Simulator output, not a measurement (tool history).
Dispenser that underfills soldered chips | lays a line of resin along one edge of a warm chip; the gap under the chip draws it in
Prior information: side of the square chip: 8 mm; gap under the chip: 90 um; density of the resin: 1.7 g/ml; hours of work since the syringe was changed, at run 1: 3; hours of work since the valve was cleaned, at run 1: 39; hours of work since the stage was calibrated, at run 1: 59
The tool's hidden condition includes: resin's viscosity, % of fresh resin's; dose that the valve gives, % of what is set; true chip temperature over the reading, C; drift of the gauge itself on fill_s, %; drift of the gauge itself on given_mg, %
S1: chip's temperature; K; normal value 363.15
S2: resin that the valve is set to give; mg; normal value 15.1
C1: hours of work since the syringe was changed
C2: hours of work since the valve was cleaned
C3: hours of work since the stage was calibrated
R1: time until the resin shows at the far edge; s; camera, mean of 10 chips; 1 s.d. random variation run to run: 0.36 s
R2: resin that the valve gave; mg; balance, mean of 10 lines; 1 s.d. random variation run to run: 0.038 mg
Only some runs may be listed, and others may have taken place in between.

run 1 day=0.000 | S1=363.15 S2=15.1 | C1=3 C2=39 C3=59 | R1=22.0 R2=14.54
run 2 day=0.125 | S1=363.15 S2=14.8 | C1=5 C2=41 C3=61 | R1=23.9 R2=14.29
run 3 day=0.371 | S1=363.15 S2=14.8 | C1=10 C2=46 C3=66 | R1=28.6 R2=14.24
-- day=0.417 new syringe of resin
run 4 day=0.592 | S1=363.15 S2=14.8 | C1=3 C2=50 C3=70 | R1=22.0 R2=14.18
run 5 day=0.771 | S1=363.15 S2=15.9 | C1=7 C2=53 C3=73 | R1=25.1 R2=15.17
run 6 day=0.904 | S1=363.15 S2=15.9 | C1=9 C2=56 C3=76 | R1=27.5 R2=15.21
-- day=0.983 dispensing valve cleaned and set on the balance
-- day=1.012 new syringe of resin
run 7 day=1.208 | S1=353.15 S2=15.1 | C1=4 C2=4 C3=80 | R1=29.7 R2=15.07
run 8 day=1.404 | S1=353.15 S2=15.1 | C1=7 C2=8 C3=84 | R1=34.2 R2=15.07
-- day=1.583 new syringe of resin
run 9 day=1.662 | S1=353.15 S2=15.1 | C1=1 C2=13 C3=89 | R1=26.3 R2=15.04
run 10 day=1.850 | S1=353.15 S2=15.1 | C1=5 C2=16 C3=92 | R1=31.5 R2=14.90
run 11 day=2.046 | S1=353.15 S2=15.1 | C1=9 C2=20 C3=96 | R1=35.6 R2=14.87
-- day=2.138 new syringe of resin
run 12 day=2.175 | S1=353.15 S2=15.1 | C1=1 C2=22 C3=98 | R1=26.1 R2=14.84
run 13 day=2.358 | S1=363.15 S2=15.1 | C1=4 C2=26 C3=102 | R1=22.1 R2=14.83
run 14 day=2.608 | S1=363.15 S2=15.1 | C1=9 C2=30 C3=107 | R1=26.5 R2=14.70
-- day=2.692 new syringe of resin
run 15 day=2.783 | S1=363.15 S2=15.1 | C1=2 C2=34 C3=110 | R1=20.6 R2=14.79
run 16 day=2.942 | S1=363.15 S2=15.1 | C1=5 C2=37 C3=113 | R1=22.6 R2=14.65
run 17 day=3.050 | S1=363.15 S2=15.1 | C1=7 C2=39 C3=115 | R1=24.8 R2=14.63
run 18 day=3.229 | S1=364.15 S2=16.0 | C1=10 C2=42 C3=118 | R1=26.8 R2=15.49
-- day=3.258 new syringe of resin
run 19 day=3.496 | S1=364.15 S2=16.0 | C1=5 C2=47 C3=123 | R1=21.7 R2=15.41
run 20 day=3.712 | S1=360.15 S2=15.1 | C1=9 C2=51 C3=127 | R1=27.9 R2=14.49
-- day=3.821 new syringe of resin
run 21 day=3.962 | S1=360.15 S2=15.1 | C1=3 C2=56 C3=132 | R1=22.6 R2=14.46
-- day=4.054 dispensing valve cleaned and set on the balance
run 22 day=4.133 | S1=351.15 S2=14.8 | C1=5 C2=2 C3=134 | R1=31.7 R2=14.76
run 23 day=4.296 | S1=351.15 S2=14.8 | C1=8 C2=5 C3=138 | R1=36.9 R2=14.69
-- day=4.433 new syringe of resin
run 24 day=4.450 | S1=361.15 S2=12.8 | C1=0 C2=7 C3=140 | R1=20.6 R2=12.71
run 25 day=4.583 | S1=351.15 S2=16.6 | C1=3 C2=10 C3=143 | R1=29.5 R2=16.45
run 26 day=4.733 | S1=375.15 S2=16.9 | C1=6 C2=13 C3=146 | R1=16.6 R2=16.70
run 27 day=4.954 | S1=353.15 S2=17.3 | C1=10 C2=17 C3=150 | R1=36.2 R2=17.03
-- day=4.988 new syringe of resin
run 28 day=5.183 | S1=353.15 S2=14.8 | C1=4 C2=21 C3=154 | R1=30.2 R2=14.51
run 29 day=5.308 | S1=378.15 S2=16.6 | C1=6 C2=24 C3=156 | R1=15.6 R2=16.31
run 30 day=5.525 | S1=356.15 S2=18.2 | C1=10 C2=28 C3=161 | R1=33.2 R2=17.87

5 ways to go on from here, each from the tool as it stands after run 30. What would each give?
-- day=5.546 new syringe of resin
run A day=5.696 | S1=359.15 S2=19.2 | C1=3 C2=31 C3=164 | R1=? R2=?
-- day=5.546 new syringe of resin
run B day=5.696 | S1=374.15 S2=19.3 | C1=3 C2=31 C3=164 | R1=? R2=?
-- day=5.546 new syringe of resin
run C day=5.696 | S1=377.15 S2=13.0 | C1=3 C2=31 C3=164 | R1=? R2=?
-- day=5.546 new syringe of resin
run D day=5.696 | S1=356.15 S2=15.1 | C1=3 C2=31 C3=164 | R1=? R2=?
-- day=5.546 new syringe of resin
run E day=5.696 | S1=370.15 S2=15.9 | C1=3 C2=31 C3=164 | R1=? R2=?

run=A R1=23.3 R2=18.73
run=B R1=14.7 R2=18.84
run=C R1=14.2 R2=12.68
run=D R1=25.6 R2=14.67
run=E R1=16.8 R2=15.56
Take away the tool's hidden state, keep each run's random variation, and the runs would have read:
run=A R1=21.8 R2=19.23
run=B R1=13.7 R2=19.33
run=C R1=13.1 R2=13.01
run=D R1=23.8 R2=15.06
run=E R1=15.6 R2=15.97
